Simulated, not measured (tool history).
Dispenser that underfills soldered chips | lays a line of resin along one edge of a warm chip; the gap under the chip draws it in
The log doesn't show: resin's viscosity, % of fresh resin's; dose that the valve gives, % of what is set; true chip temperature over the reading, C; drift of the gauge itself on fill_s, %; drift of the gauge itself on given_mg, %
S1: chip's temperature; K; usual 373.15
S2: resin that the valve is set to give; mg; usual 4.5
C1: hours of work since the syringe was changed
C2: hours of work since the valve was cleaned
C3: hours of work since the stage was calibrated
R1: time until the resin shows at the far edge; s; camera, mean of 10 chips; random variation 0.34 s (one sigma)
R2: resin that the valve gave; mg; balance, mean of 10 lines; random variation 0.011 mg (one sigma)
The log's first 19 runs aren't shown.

At hour 97.8: new syringe of resin.
Run 20, hour 99: usual settings but S1 372.15 K, S2 5.11 mg; C1 1; C2 48; C3 238. Result: R1 17.4 s, R2 5 mg.
Run 21, hour 105.9: usual settings but S1 370.15 K; C1 5; C2 52; C3 242. Result: R1 26.7 s, R2 4.42 mg.
Run 22, hour 111.2: usual settings but S1 370.15 K; C1 8; C2 55; C3 245. Result: R1 33.5 s, R2 4.4 mg.
At hour 112: new syringe of resin.
Run 23, hour 118.1: usual settings but S1 370.15 K; C1 4; C2 59; C3 249. Result: R1 24.7 s, R2 4.41 mg.
Run 24, hour 123.8: usual settings but S1 386.15 K, S2 5.52 mg; C1 7; C2 63; C3 253. Result: R1 15.1 s, R2 5.39 mg.
At hour 126.4: new syringe of resin.
Run 25, hour 127.6: usual settings but S1 360.15 K, S2 5.62 mg; C1 1; C2 65; C3 255. Result: R1 30.2 s, R2 5.48 mg.
Run 26, hour 134.6: usual settings but S1 360.15 K, S2 5.62 mg; C1 5; C2 69; C3 259. Result: R1 41.1 s, R2 5.46 mg.
At hour 140.9: new syringe of resin.
Run 27, hour 142.1: usual settings but S1 379.15 K; C1 1; C2 74; C3 264. Result: R1 13.3 s, R2 4.35 mg.
Run 28, hour 146.5: usual settings but S1 387.15 K, S2 5.7 mg; C1 3; C2 77; C3 267. Result: R1 11.2 s, R2 5.52 mg.

Forecast run 29:
Run 29, hour 151.5: usual settings but S1 361.15 K, S2 5.63 mg; C1 7; C2 80; C3 270. Result: R1 ?, R2 ?.

R1: 43.8 s
R2: 5.46 mg
Without the tool's hidden state the same run would have given R1 25.2 s, R2 5.63 mg.
